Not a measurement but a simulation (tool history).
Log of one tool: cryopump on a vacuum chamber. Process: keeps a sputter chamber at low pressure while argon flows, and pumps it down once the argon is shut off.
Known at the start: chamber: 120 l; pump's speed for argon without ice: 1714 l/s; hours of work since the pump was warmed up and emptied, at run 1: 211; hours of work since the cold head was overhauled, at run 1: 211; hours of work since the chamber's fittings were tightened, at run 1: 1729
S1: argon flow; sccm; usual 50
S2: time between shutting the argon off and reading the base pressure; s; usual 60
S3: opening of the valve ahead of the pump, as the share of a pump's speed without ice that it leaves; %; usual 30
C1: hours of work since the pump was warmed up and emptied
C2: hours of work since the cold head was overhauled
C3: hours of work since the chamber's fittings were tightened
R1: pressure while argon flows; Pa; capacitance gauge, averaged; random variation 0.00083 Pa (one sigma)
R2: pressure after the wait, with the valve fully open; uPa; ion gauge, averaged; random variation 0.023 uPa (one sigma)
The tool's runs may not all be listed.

| run | hour | S1 | S2 | S3 | C1 | C2 | C3 | R1 | R2 |
|---|---|---|---|---|---|---|---|---|---|
| 1 | 0.0 | 50 | 60 | 30 | 211 | 211 | 1729 | 0.1657 | 1.12 |
| 2 | 25.4 | 50 | 60 | 30 | 223 | 223 | 1741 | 0.1655 | 1.15 |
| 3 | 37.7 | 50 | 60 | 30 | 228 | 228 | 1746 | 0.1660 | 1.17 |
| 4 | 53.7 | 50 | 60 | 30 | 236 | 236 | 1753 | 0.1669 | 1.22 |
| 5 | 78.1 | 50 | 60 | 30 | 247 | 247 | 1765 | 0.1663 | 1.18 |
| 6 | 93.3 | 50 | 60 | 30 | 254 | 254 | 1771 | 0.1660 | 1.17 |
|  | 98.5 | leaking fittings of the chamber tightened, without venting |
| 7 | 115.5 | 22 | 60 | 30 | 263 | 263 | 8 | 0.0737 | 0.82 |
| 8 | 141.6 | 50 | 60 | 30 | 275 | 275 | 20 | 0.1674 | 0.80 |
| 9 | 159.3 | 50 | 60 | 30 | 283 | 283 | 28 | 0.1670 | 0.81 |
| 10 | 172.4 | 50 | 60 | 30 | 289 | 289 | 34 | 0.1673 | 0.84 |
| 11 | 195.1 | 25 | 60 | 30 | 299 | 299 | 44 | 0.0831 | 0.82 |
| 12 | 217.2 | 25 | 60 | 30 | 309 | 309 | 54 | 0.0835 | 0.81 |
| 13 | 237.0 | 25 | 60 | 30 | 318 | 318 | 63 | 0.0846 | 0.80 |
| 14 | 262.4 | 23 | 60 | 30 | 330 | 330 | 75 | 0.0779 | 0.83 |
| 15 | 285.0 | 75 | 60 | 30 | 340 | 340 | 85 | 0.2519 | 0.81 |
| 16 | 303.3 | 50 | 60 | 16 | 348 | 348 | 93 | 0.3131 | 0.88 |
| 17 | 322.3 | 50 | 60 | 16 | 357 | 357 | 102 | 0.3106 | 0.82 |
| 18 | 337.3 | 50 | 60 | 16 | 364 | 364 | 109 | 0.3110 | 0.85 |
| 19 | 364.3 | 50 | 60 | 34 | 376 | 376 | 121 | 0.1498 | 0.88 |
| 20 | 379.6 | 95 | 74 | 45 | 383 | 383 | 128 | 0.2162 | 0.73 |
| 21 | 399.0 | 51 | 43 | 16 | 392 | 392 | 137 | 0.3187 | 1.06 |
| 22 | 414.0 | 28 | 30 | 37 | 399 | 399 | 144 | 0.0765 | 1.49 |
| 23 | 436.2 | 39 | 40 | 21 | 409 | 409 | 154 | 0.1876 | 1.13 |
| 24 | 452.6 | 39 | 40 | 21 | 416 | 416 | 161 | 0.1865 | 1.11 |
| 25 | 472.9 | 39 | 40 | 21 | 426 | 426 | 170 | 0.1882 | 1.19 |
| 26 | 487.4 | 39 | 40 | 21 | 432 | 432 | 177 | 0.1870 | 1.18 |
| 27 | 500.8 | 57 | 34 | 19 | 438 | 438 | 183 | 0.3013 | 1.31 |
| 28 | 522.5 | 75 | 34 | 22 | 448 | 448 | 193 | 0.3427 | 1.34 |
| 29 | 539.3 | 75 | 34 | 22 | 456 | 456 | 201 | 0.3420 | 1.37 |
| 30 | 554.8 | 75 | 223 | 22 | 463 | 463 | 208 | 0.3419 | 0.42 |
| 31 | 566.6 | 24 | 185 | 22 | 468 | 468 | 213 | 0.1101 | 0.41 |
| 32 | 584.9 | 24 | 243 | 17 | 477 | 477 | 221 | 0.1420 | 0.43 |
| 33 | 605.0 | 80 | 30 | 17 | 486 | 486 | 231 | 0.4702 | 1.49 |
| 34 | 617.5 | 80 | 30 | 17 | 491 | 491 | 236 | 0.4708 | 1.51 |
| 35 | 633.8 | 41 | 227 | 31 | 499 | 499 | 244 | 0.1356 | 0.41 |

Forecast each of these 3 alternatives for the next run:
| A | 656.2 | 61 | 45 | 23 | 509 | 509 | 254 | ? | ? |
| B | 656.2 | 99 | 227 | 31 | 509 | 509 | 254 | ? | ? |
| C | 656.2 | 82 | 104 | 31 | 509 | 509 | 254 | ? | ? |

| run | R1 | R2 |
|---|---|---|
| A | 0.2684 | 1.07 |
| B | 0.3264 | 0.42 |
| C | 0.2712 | 0.64 |
Without the tool's hidden state the same runs would have given:
| run | R1 | R2 |
|---|---|---|
| A | 0.2618 | 0.99 |
| B | 0.3156 | 0.34 |
| C | 0.2622 | 0.55 |
